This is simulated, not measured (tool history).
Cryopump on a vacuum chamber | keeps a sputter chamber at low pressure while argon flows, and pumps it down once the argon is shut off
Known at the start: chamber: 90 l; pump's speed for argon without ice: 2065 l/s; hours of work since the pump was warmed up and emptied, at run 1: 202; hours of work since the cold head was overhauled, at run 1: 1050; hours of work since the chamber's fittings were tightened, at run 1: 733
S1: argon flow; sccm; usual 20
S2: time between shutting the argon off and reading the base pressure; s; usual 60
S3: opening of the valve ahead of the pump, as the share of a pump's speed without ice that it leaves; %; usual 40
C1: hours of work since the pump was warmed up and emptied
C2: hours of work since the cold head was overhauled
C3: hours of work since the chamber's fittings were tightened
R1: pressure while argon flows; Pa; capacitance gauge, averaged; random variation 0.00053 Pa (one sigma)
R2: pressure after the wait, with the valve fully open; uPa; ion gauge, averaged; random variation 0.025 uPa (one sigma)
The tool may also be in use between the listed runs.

{"run": 1, "hour": 0.0, "S1": 20, "S2": 60, "S3": 40, "C1": 202, "C2": 1050, "C3": 733, "R1": 0.0429, "R2": 1.86}
{"run": 2, "hour": 37.3, "S1": 20, "S2": 60, "S3": 40, "C1": 224, "C2": 1072, "C3": 755, "R1": 0.0432, "R2": 1.87}
{"run": 3, "hour": 56.6, "S1": 36, "S2": 60, "S3": 40, "C1": 235, "C2": 1084, "C3": 767, "R1": 0.0773, "R2": 1.93}
{"run": 4, "hour": 82.7, "S1": 20, "S2": 60, "S3": 40, "C1": 251, "C2": 1099, "C3": 782, "R1": 0.043, "R2": 1.9}
{"run": 5, "hour": 115.2, "S1": 20, "S2": 60, "S3": 40, "C1": 270, "C2": 1118, "C3": 802, "R1": 0.0427, "R2": 1.95}
{"run": 6, "hour": 157.5, "S1": 20, "S2": 60, "S3": 40, "C1": 295, "C2": 1144, "C3": 827, "R1": 0.0437, "R2": 1.99}
{"run": 7, "hour": 177.1, "S1": 12, "S2": 60, "S3": 40, "C1": 307, "C2": 1155, "C3": 839, "R1": 0.0263, "R2": 2.11}
{"run": 8, "hour": 200.2, "S1": 20, "S2": 24, "S3": 40, "C1": 321, "C2": 1169, "C3": 852, "R1": 0.0428, "R2": 3.28}
{"run": 9, "hour": 244.7, "S1": 20, "S2": 24, "S3": 40, "C1": 347, "C2": 1195, "C3": 879, "R1": 0.0446, "R2": 3.35}
{"run": 10, "hour": 282.1, "S1": 20, "S2": 24, "S3": 40, "C1": 370, "C2": 1218, "C3": 901, "R1": 0.0449, "R2": 3.36}
{"run": 11, "hour": 324.7, "S1": 20, "S2": 24, "S3": 40, "C1": 395, "C2": 1243, "C3": 926, "R1": 0.0437, "R2": 3.47}
{"run": 12, "hour": 365.8, "S1": 20, "S2": 24, "S3": 40, "C1": 419, "C2": 1267, "C3": 951, "R1": 0.0436, "R2": 3.49}
{"run": 13, "hour": 398.8, "S1": 12, "S2": 60, "S3": 40, "C1": 439, "C2": 1287, "C3": 970, "R1": 0.026, "R2": 2.27}
{"run": 14, "hour": 441.0, "S1": 12, "S2": 60, "S3": 40, "C1": 464, "C2": 1312, "C3": 996, "R1": 0.028, "R2": 2.21}
{"run": 15, "hour": 465.1, "S1": 12, "S2": 60, "S3": 40, "C1": 478, "C2": 1326, "C3": 1010, "R1": 0.0268, "R2": 2.3}
{"run": 16, "hour": 497.2, "S1": 20, "S2": 27, "S3": 58, "C1": 498, "C2": 1346, "C3": 1029, "R1": 0.033, "R2": 3.42}
{"run": 17, "hour": 522.9, "S1": 27, "S2": 60, "S3": 16, "C1": 513, "C2": 1361, "C3": 1044, "R1": 0.1444, "R2": 2.33}

Forecast run 18:
{"run": 18, "hour": 564.5, "S1": 21, "S2": 232, "S3": 25, "C1": 538, "C2": 1386, "C3": 1069, "R1": "?", "R2": "?"}

R1: 0.074 Pa
R2: 1.71 uPa
Without the tool's hidden state the same run would have given R1 0.0692 Pa, R2 0.36 uPa.
